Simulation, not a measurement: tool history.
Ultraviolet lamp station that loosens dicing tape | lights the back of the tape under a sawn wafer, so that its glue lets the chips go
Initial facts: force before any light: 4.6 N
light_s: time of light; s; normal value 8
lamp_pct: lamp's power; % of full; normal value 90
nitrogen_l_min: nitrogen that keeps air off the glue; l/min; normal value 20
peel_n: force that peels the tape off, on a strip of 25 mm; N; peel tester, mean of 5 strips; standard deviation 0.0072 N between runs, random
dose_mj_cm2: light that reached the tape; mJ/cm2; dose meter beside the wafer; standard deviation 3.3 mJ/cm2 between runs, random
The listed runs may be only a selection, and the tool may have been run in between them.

run	hour	light_s	lamp_pct	nitrogen_l_min	peel_n	dose_mj_cm2
1	0	8	90	20	0.254	526
2	70.9	8	90	20	0.258	524
3	127.4	8	90	24	0.265	527
4	166.5	8	90	20	0.256	528
5	230.7	8	90	20	0.258	525
6	285.1	8	90	28	0.254	528
7	347.5	8	90	28	0.252	523
8	393.9	8	90	28	0.249	528
9	475.8	8	87	31	0.254	504
10	548.3	8	87	31	0.246	508
11	619.4	16	90	20	0.243	1047
12	682	16	90	20	0.249	1050
13	716	16	90	20	0.251	1047
14	773.5	16	90	20	0.246	1055

4 options for the next run, each taken on its own from the tool as it stands now. Forecast them:
A	807.3	16	61	20	?	?
B	807.3	5	93	10	?	?
C	807.3	8	67	20	?	?
D	807.3	10	70	15	?	?

run	peel_n	dose_mj_cm2
A	0.247	712
B	0.566	338
C	0.311	394
D	0.292	506
The same runs, with their run-to-run variation unchanged, on a tool lacking any hidden condition would have given:
run	peel_n	dose_mj_cm2
A	0.247	716
B	0.562	340
C	0.309	396
D	0.291	509

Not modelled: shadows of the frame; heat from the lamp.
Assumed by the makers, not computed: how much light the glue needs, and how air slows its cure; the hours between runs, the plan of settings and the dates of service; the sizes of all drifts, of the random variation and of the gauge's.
